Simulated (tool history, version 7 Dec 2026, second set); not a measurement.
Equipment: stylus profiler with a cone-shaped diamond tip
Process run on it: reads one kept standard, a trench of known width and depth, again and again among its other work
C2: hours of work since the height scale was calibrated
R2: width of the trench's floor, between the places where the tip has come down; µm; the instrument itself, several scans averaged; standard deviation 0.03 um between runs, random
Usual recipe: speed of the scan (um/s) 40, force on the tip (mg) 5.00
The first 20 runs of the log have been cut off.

-- hour=1854.4 height scale calibrated on a step standard
run 21 hour=1884.4 | speed_of_the_scan_(um/s)=40 force_on_the_tip_(mg)=5.00 | scans_with_this_tip=13738 C2=24 | depth_of_the_trench_(Å)=5126.2 R2=15.51
run 22 hour=1985.5 | speed_of_the_scan_(um/s)=47 force_on_the_tip_(mg)=3.79 | scans_with_this_tip=14588 C2=104 | depth_of_the_trench_(Å)=5108.3 R2=15.52
run 23 hour=2095.3 | speed_of_the_scan_(um/s)=61 force_on_the_tip_(mg)=12.78 | scans_with_this_tip=15509 C2=192 | depth_of_the_trench_(Å)=5240.9 R2=15.61
run 24 hour=2149.8 | speed_of_the_scan_(um/s)=125 force_on_the_tip_(mg)=4.13 | scans_with_this_tip=15968 C2=235 | depth_of_the_trench_(Å)=5113.0 R2=15.46
run 25 hour=2220.6 | speed_of_the_scan_(um/s)=125 force_on_the_tip_(mg)=4.13 | scans_with_this_tip=16563 C2=292 | depth_of_the_trench_(Å)=5112.3 R2=15.51
run 26 hour=2303.7 | speed_of_the_scan_(um/s)=100 force_on_the_tip_(mg)=3.41 | scans_with_this_tip=17261 C2=358 | depth_of_the_trench_(Å)=5098.9 R2=15.51
-- hour=2331.8 new tip fitted, height scale calibrated
run 27 hour=2398.3 | speed_of_the_scan_(um/s)=135 force_on_the_tip_(mg)=4.41 | scans_with_this_tip=559 C2=53 | depth_of_the_trench_(Å)=5119.6 R2=15.46
run 28 hour=2470.7 | speed_of_the_scan_(um/s)=88 force_on_the_tip_(mg)=10.77 | scans_with_this_tip=1168 C2=111 | depth_of_the_trench_(Å)=5215.7 R2=15.54
run 29 hour=2572.2 | speed_of_the_scan_(um/s)=150 force_on_the_tip_(mg)=2.10 | scans_with_this_tip=2020 C2=191 | depth_of_the_trench_(Å)=5071.4 R2=15.33
run 30 hour=2656.8 | speed_of_the_scan_(um/s)=150 force_on_the_tip_(mg)=2.10 | scans_with_this_tip=2731 C2=259 | depth_of_the_trench_(Å)=5072.7 R2=15.36
run 31 hour=2711.5 | speed_of_the_scan_(um/s)=51 force_on_the_tip_(mg)=7.44 | scans_with_this_tip=3191 C2=302 | depth_of_the_trench_(Å)=5166.2 R2=15.59

The next listed run, before its measurement:
run 32 hour=2787.7 | speed_of_the_scan_(um/s)=19 force_on_the_tip_(mg)=3.72 | scans_with_this_tip=3831 C2=363 | depth_of_the_trench_(Å)=? R2=?

{"run 32": {"depth of the trench (Å)": 5106.5, "R2": 15.64}}
Had the tool carried no hidden state, the very same run would have given depth of the trench (Å) 5106.5, R2 15.64 µm.

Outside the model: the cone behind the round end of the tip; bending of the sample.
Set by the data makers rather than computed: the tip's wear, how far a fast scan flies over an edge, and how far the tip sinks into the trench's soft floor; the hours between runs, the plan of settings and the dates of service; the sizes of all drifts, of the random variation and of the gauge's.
